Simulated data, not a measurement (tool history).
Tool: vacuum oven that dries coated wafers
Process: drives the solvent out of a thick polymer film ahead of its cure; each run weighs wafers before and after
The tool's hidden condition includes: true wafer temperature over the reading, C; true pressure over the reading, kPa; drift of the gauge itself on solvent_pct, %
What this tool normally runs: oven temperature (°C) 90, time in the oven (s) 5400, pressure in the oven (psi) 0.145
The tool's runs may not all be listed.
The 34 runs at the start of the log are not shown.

run      day  oven temperature (°C)  time in the oven (s)  pressure in the oven (psi)  hours of work since the thermocouples were calibrated  hours of work since the vacuum gauge was cleaned of residue  solvent left in the film (%)
 35  129.471                     90                  4080                       0.096                                                    989                                                          103                          4.69
 36  133.350                     90                  4140                       0.344                                                   1049                                                          163                          5.37
 37  137.750                     90                  9660                       0.377                                                   1117                                                          231                          2.29
 38  142.246                     97                  6420                       0.160                                                   1187                                                          301                          1.33
 39  145.442                     97                  6420                       0.160                                                   1236                                                          350                          1.18
     146.296  -- oven's thermocouples calibrated
 40  150.696                     85                  3540                       0.264                                                     68                                                          430                          7.56
 41  153.925                     85                  3540                       0.500                                                    118                                                          480                          8.31
 42  156.892                     85                  3540                       0.500                                                    164                                                          526                          8.24
 43  159.725                     90                  5340                       0.128                                                    208                                                          570                          3.12
 44  162.271                     90                  5340                       0.128                                                    247                                                          609                          3.11
 45  166.488                     90                  5340                       0.128                                                    313                                                          675                          3.16
 46  171.046                     77                  5400                       0.125                                                    383                                                          745                          7.84
 47  176.367                     77                  5400                       0.125                                                    465                                                          828                          7.89

3 ways to go on from here, each from the tool as it stands after run 47. What would each give?
  A  181.296                     93                  5820                       0.088                                                    542                                                          904                             ?
  B  181.296                     77                  5400                       0.502                                                    542                                                          904                             ?
  C  181.296                     93                  5400                       0.145                                                    542                                                          904                             ?

run  solvent left in the film (%)
  A                          1.93
  B                          9.60
  C                          2.34
Without the tool's hidden state the same runs would have given:
run  solvent left in the film (%)
  A                          1.62
  B                          9.05
  C                          2.00
